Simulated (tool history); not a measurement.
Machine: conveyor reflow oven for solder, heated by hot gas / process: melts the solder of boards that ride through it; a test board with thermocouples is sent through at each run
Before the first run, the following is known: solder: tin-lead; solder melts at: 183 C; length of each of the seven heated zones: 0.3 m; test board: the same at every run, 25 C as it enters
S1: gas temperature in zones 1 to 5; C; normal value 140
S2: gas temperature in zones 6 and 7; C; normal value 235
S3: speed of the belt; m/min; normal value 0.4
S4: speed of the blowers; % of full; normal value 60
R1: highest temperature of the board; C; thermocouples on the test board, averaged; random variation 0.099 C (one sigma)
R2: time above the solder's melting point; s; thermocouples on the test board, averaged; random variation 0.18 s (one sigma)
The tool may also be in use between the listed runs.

run	day	S1	S2	S3	S4	R1	R2
1	0	140	235	0.4	60	214.8	64.7
2	0.517	140	235	0.4	60	214.74	64.8
3	1.304	140	235	0.4	60	214.83	64.7
4	1.954	140	235	0.4	60	214.72	65.4
5	2.338	140	235	0.4	60	214.73	64.8
6	3.146	140	235	0.4	86	222.47	73.1
7	3.658	140	235	0.4	86	222.47	72.7
8	4.067	140	235	0.4	86	222.32	73.4
9	4.683	140	235	0.4	86	222.42	73.2
10	5.271	140	235	0.4	86	222.24	73.5
11	5.746	140	235	0.42	60	212.82	59.5
12	6.25	141	235	0.4	60	214.87	65.6
13	6.979	127	235	0.423	69	213.45	55.4
14	7.671	127	248	0.34	69	232.66	88.7

Alternative continuations, all from the tool just after run 14; predict every row:
A	8.317	140	236	0.4	60	?	?
B	8.317	140	235	0.387	60	?	?
C	8.317	141	248	0.38	74	?	?
D	8.317	151	235	0.479	54	?	?

run	R1	R2
A	215.52	65.7
B	215.93	68.7
C	232.6	84.1
D	208.21	50
The same runs, with their run-to-run variation unchanged, on a tool lacking any hidden condition would have given:
run	R1	R2
A	215.52	65.7
B	215.93	68.7
C	232.6	84
D	208.21	50
